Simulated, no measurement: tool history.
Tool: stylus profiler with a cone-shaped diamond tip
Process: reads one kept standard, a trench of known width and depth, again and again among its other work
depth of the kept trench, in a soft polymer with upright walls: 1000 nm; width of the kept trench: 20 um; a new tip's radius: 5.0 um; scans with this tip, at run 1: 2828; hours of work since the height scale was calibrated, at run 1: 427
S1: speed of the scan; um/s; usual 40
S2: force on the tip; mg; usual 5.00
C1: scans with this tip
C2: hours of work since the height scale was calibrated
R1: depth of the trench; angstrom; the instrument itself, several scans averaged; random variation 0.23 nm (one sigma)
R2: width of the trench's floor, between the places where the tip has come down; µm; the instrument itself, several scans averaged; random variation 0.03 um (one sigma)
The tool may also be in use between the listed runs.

Run 1, hour 0.0: usual settings; C1 2828; C2 427. Result: R1 10133.9 angstrom, R2 13.68 µm.
Run 2, hour 10.2: usual settings but S2 3.07 mg; C1 2874; C2 434. Result: R1 10096.0 angstrom, R2 13.75 µm.
Run 3, hour 30.1: usual settings but S2 3.07 mg; C1 2961; C2 447. Result: R1 10095.9 angstrom, R2 13.63 µm.
Run 4, hour 53.0: usual settings but S2 3.07 mg; C1 3062; C2 463. Result: R1 10092.9 angstrom, R2 13.67 µm.
Run 5, hour 69.7: usual settings but S2 3.07 mg; C1 3135; C2 474. Result: R1 10090.5 angstrom, R2 13.64 µm.
Run 6, hour 91.6: usual settings but S2 3.07 mg; C1 3232; C2 488. Result: R1 10097.3 angstrom, R2 13.63 µm.
Run 7, hour 112.3: usual settings but S2 3.07 mg; C1 3323; C2 502. Result: R1 10093.1 angstrom, R2 13.64 µm.
Run 8, hour 133.1: usual settings but S2 12.41 mg; C1 3414; C2 516. Result: R1 10268.2 angstrom, R2 13.68 µm.
Run 9, hour 154.5: usual settings but S2 12.41 mg; C1 3508; C2 530. Result: R1 10262.5 angstrom, R2 13.67 µm.
Run 10, hour 169.4: usual settings but S2 12.41 mg; C1 3574; C2 540. Result: R1 10263.7 angstrom, R2 13.65 µm.
At hour 171.5: height scale calibrated on a step standard.
Run 11, hour 192.8: usual settings; C1 3675; C2 14. Result: R1 10134.4 angstrom, R2 13.64 µm.
Run 12, hour 215.2: usual settings; C1 3773; C2 29. Result: R1 10131.6 angstrom, R2 13.61 µm.
Run 13, hour 229.1: usual settings; C1 3834; C2 38. Result: R1 10129.7 angstrom, R2 13.62 µm.
Run 14, hour 241.2: usual settings; C1 3887; C2 46. Result: R1 10129.2 angstrom, R2 13.63 µm.
Run 15, hour 256.6: usual settings; C1 3955; C2 57. Result: R1 10128.7 angstrom, R2 13.68 µm.
At hour 269.6: height scale calibrated on a step standard, once more.
Run 16, hour 280.4: usual settings but S1 53 um/s; C1 4058; C2 7. Result: R1 10155.4 angstrom, R2 13.61 µm.
Run 17, hour 291.5: usual settings but S2 8.67 mg; C1 4107; C2 15. Result: R1 10220.2 angstrom, R2 13.63 µm.
Run 18, hour 308.9: usual settings but S2 8.67 mg; C1 4183; C2 26. Result: R1 10218.1 angstrom, R2 13.58 µm.
Run 19, hour 321.5: usual settings but S1 119 um/s, S2 1.90 mg; C1 4238; C2 34. Result: R1 10077.1 angstrom, R2 13.34 µm.
Run 20, hour 343.3: usual settings but S1 119 um/s, S2 1.90 mg; C1 4334; C2 49. Result: R1 10077.9 angstrom, R2 13.36 µm.
Run 21, hour 353.6: usual settings but S1 36 um/s, S2 4.34 mg; C1 4380; C2 56. Result: R1 10138.6 angstrom, R2 13.56 µm.
Run 22, hour 373.1: usual settings but S1 25 um/s, S2 4.56 mg; C1 4466; C2 69. Result: R1 10139.1 angstrom, R2 13.63 µm.
Run 23, hour 384.3: usual settings but S1 25 um/s, S2 4.56 mg; C1 4515; C2 76. Result: R1 10138.1 angstrom, R2 13.60 µm.
Run 24, hour 406.1: usual settings but S1 11 um/s, S2 2.50 mg; C1 4611; C2 91. Result: R1 10089.6 angstrom, R2 13.62 µm.
Run 25, hour 416.1: usual settings but S1 11 um/s, S2 2.50 mg; C1 4655; C2 97. Result: R1 10092.5 angstrom, R2 13.60 µm.
Run 26, hour 435.7: usual settings but S1 33 um/s, S2 10.53 mg; C1 4741; C2 110. Result: R1 10247.1 angstrom, R2 13.56 µm.
Run 27, hour 456.5: usual settings but S1 11 um/s, S2 6.57 mg; C1 4832; C2 124. Result: R1 10180.3 angstrom, R2 13.54 µm.
Run 28, hour 471.2: usual settings but S1 149 um/s, S2 10.54 mg; C1 4897; C2 134. Result: R1 10246.0 angstrom, R2 13.41 µm.
Run 29, hour 488.2: usual settings but S1 86 um/s, S2 5.52 mg; C1 4972; C2 145. Result: R1 10154.6 angstrom, R2 13.46 µm.
Run 30, hour 511.4: usual settings but S1 86 um/s, S2 5.52 mg; C1 5074; C2 161. Result: R1 10155.9 angstrom, R2 13.45 µm.
Run 31, hour 526.9: usual settings but S1 116 um/s, S2 7.82 mg; C1 5142; C2 171. Result: R1 10195.9 angstrom, R2 13.41 µm.
Run 32, hour 550.2: usual settings but S1 116 um/s, S2 7.82 mg; C1 5245; C2 187. Result: R1 10201.3 angstrom, R2 13.45 µm.
Run 33, hour 562.2: usual settings but S1 17 um/s; C1 5297; C2 195. Result: R1 10143.6 angstrom, R2 13.45 µm.
Run 34, hour 585.8: usual settings but S1 153 um/s, S2 13.72 mg; C1 5401; C2 210. Result: R1 10291.9 angstrom, R2 13.43 µm.

Forecast run 35:
Run 35, hour 604.2: usual settings but S1 153 um/s, S2 13.72 mg; C1 5482; C2 223. Result: R1 ?, R2 ?.

{"run 35": {"R1": 10290.8, "R2": 13.43}}
Without the tool's hidden state the same run would have given R1 10297.6 angstrom, R2 13.87 µm.
